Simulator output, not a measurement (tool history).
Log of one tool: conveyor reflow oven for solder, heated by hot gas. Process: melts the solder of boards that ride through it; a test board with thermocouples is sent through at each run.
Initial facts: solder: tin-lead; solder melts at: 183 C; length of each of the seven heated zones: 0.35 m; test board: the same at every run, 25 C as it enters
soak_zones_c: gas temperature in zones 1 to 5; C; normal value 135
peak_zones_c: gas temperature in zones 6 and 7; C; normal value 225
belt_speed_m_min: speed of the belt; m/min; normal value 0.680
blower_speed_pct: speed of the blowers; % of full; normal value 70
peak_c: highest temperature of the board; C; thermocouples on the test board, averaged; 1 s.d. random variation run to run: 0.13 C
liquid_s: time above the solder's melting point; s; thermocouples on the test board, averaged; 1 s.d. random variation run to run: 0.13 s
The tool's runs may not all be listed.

run   hour  soak_zones_c  peak_zones_c  belt_speed_m_min  blower_speed_pct  peak_c  liquid_s
  1    0.0           135           225             0.680                70   204.6      34.0
  2   52.8           135           225             0.680                79   206.9      36.9
  3   85.7           135           225             0.680                76   206.0      35.6
  4  110.7           135           225             0.680                76   205.8      35.9
  5  139.1           135           225             0.666                70   204.8      35.0
     164.8  -- flux residue cleaned out of gas plates and filters
  6  186.4           135           225             0.666                70   206.9      37.9
  7  209.5           135           232             0.680                70   211.7      40.9
  8  243.2           135           225             0.680                81   209.4      39.3
  9  289.4           137           225             0.640                81   211.5      44.9
 10  333.5           144           225             0.766                81   206.9      34.9
     363.2  -- thermocouples of zones 6 and 7 changed
 11  373.8           137           225             0.766                81   201.3      28.1
 12  398.1           134           225             0.804                53   187.2       7.1
 13  443.1           135           230             0.680                70   205.5      35.1

Each row is a separate what-if for the run after 13, all from the same tool condition, not one after another. Results?
  A  495.6           135           235             0.746                70       ?         ?
  B  495.6           135           230             0.714                70       ?         ?
  C  495.6           135           219             0.643                70       ?         ?

run  peak_c  liquid_s
  A   205.3      31.4
  B   203.2      31.0
  C   198.7      30.4
With no hidden state in the tool, these same runs would have given:
run  peak_c  liquid_s
  A   207.3      33.0
  B   205.1      32.7
  C   200.2      32.3
